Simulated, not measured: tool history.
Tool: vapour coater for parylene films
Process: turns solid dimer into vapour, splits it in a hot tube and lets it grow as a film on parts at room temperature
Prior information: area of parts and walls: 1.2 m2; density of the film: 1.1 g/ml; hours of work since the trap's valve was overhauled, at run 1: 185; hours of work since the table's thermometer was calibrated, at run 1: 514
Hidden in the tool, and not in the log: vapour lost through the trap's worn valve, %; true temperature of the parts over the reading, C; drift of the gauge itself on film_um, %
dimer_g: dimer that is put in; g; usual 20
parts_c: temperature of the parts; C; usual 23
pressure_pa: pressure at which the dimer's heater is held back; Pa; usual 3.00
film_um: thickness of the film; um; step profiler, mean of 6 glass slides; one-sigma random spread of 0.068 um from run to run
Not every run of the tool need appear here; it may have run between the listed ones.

run     day  dimer_g  parts_c  pressure_pa  hours of work since the trap's valve was overhauled  hours of work since the table's thermometer was calibrated  film_um
  1   0.000       20       23         3.00                                                  185                                                         514     7.98
  2   0.729       20       23         4.79                                                  195                                                         524     8.03
  3   1.292       20       23         4.79                                                  203                                                         532     7.99
  4   2.404       20       23         4.79                                                  219                                                         548     7.95
  5   3.112       20       23         4.79                                                  229                                                         558     7.84
  6   4.062       20       23         4.79                                                  242                                                         572     7.86
  7   5.088       20       23        11.83                                                  257                                                         586     7.59
      6.062  -- trap's valve overhauled
  8   6.329       20       23         3.00                                                    4                                                         601     8.17
  9   6.996       20       23         3.00                                                   13                                                         611     8.07
 10   7.525       20       23         6.61                                                   21                                                         618     7.89
 11   8.588       20       16         6.61                                                   36                                                         634     8.93
 12   9.658       20       16         6.61                                                   51                                                         649     8.95
 13  10.138       20       16         6.61                                                   58                                                         656     8.84
 14  11.229       20       16         9.54                                                   74                                                         671     8.70
 15  12.100       20       18         3.00                                                   86                                                         684     8.91
 16  12.642       20       23         3.00                                                   94                                                         691     8.19
 17  13.704       20       23         3.00                                                  109                                                         707     8.00
 18  14.721       20       23         3.00                                                  123                                                         721     8.07
 19  15.279        9       23         3.00                                                  131                                                         729     3.64
 20  15.908       23       29        11.11                                                  140                                                         738     7.84
 21  17.000       13       15         2.93                                                  156                                                         753     6.07
 22  17.492       10       19         3.00                                                  163                                                         761     4.42
 23  18.079       10       19         3.00                                                  171                                                         769     4.38
 24  19.192       10       19         3.00                                                  187                                                         785     4.29
 25  19.688       33       17         2.12                                                  194                                                         792    15.17
 26  20.612       20       34         3.00                                                  207                                                         805     6.63
 27  21.625       20       23         2.49                                                  222                                                         819     8.22
 28  22.271       15       29         6.26                                                  231                                                         829     5.21
 29  22.775       20       19         4.10                                                  238                                                         836     8.55
 30  23.396        9       20         2.54                                                  247                                                         845     3.83
 31  24.358        9       20         2.54                                                  261                                                         858     3.93
     25.088  -- trap's valve overhauled
 32  25.242        9       20         2.54                                                    2                                                         869     3.88
 33  25.942       10       32         3.63                                                   12                                                         878     3.47
 34  26.550       18       23        10.20                                                   21                                                         887     6.87
 35  27.208       16       20         2.00                                                   30                                                         897     6.96
 36  27.683       16       20         4.95                                                   37                                                         903     6.65

For each entry between runs, how does the tool's hidden state at the last listed run before it compare with that at the first listed run after it?
Runs 7 to 8: trap's valve overhauled (day 6.062)
  vapour lost through the trap's worn valve, %: 0.7 -> 0
  measured value less the no-hidden-state value, film_um: -0.06 -> -0.01 um
Runs 31 to 32: trap's valve overhauled (day 25.088)
  vapour lost through the trap's worn valve, %: 0.7 -> 0
  measured value less the no-hidden-state value, film_um: -0.03 -> +0.00 um

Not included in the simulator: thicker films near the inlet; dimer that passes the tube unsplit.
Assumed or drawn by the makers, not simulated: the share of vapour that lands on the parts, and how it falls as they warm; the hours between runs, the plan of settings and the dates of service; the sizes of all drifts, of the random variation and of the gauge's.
